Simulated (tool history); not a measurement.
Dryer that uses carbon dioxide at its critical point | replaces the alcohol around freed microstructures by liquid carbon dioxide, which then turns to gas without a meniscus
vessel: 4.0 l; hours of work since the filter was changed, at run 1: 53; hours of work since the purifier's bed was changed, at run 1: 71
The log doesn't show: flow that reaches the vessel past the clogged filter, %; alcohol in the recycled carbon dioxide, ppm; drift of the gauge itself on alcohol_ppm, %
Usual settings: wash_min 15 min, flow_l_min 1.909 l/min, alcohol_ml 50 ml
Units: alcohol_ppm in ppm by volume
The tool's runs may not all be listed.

run    day  wash_min  flow_l_min  alcohol_ml  hours of work since the filter was changed  hours of work since the purifier's bed was changed  alcohol_ppm
  1  0.000        15       1.909          50                                          53                                                  71           21
  2  0.262        15       1.909          50                                          56                                                  74           25
  3  0.796        15       1.909          92                                          63                                                  81           41
  4  1.225        14       1.909          50                                          68                                                  87           27
  5  1.571        14       1.909          50                                          73                                                  91           33
  6  1.875        14       1.909          50                                          77                                                  95           33
  7  2.388        15       1.909          50                                          83                                                 101           26
  8  2.904        15       1.909          50                                          90                                                 108           27
  9  3.404        15       2.310          21                                          96                                                 114           15
 10  3.896        11       2.450          21                                         102                                                 121           12
 11  4.308        13       2.450          79                                         108                                                 126           27
 12  4.692        10       1.500          42                                         113                                                 131          345
 13  5.217        15       1.909          49                                         119                                                 137           30
 14  5.500        15       1.909          49                                         123                                                 141           35
 15  5.971        15       1.909          81                                         129                                                 147           42

Forecast each of these 4 alternatives for the next run:
  A  6.462        12       2.650          50                                         135                                                 153            ?
  B  6.462        21       1.909          50                                         135                                                 153            ?
  C  6.462        23       2.420          53                                         135                                                 153            ?
  D  6.462        13       3.200          50                                         135                                                 153            ?

run  alcohol_ppm
  A           15
  B           21
  C           10
  D            9
Without the tool's hidden state the same runs would have given:
run  alcohol_ppm
  A            6
  B           14
  C            4
  D            2
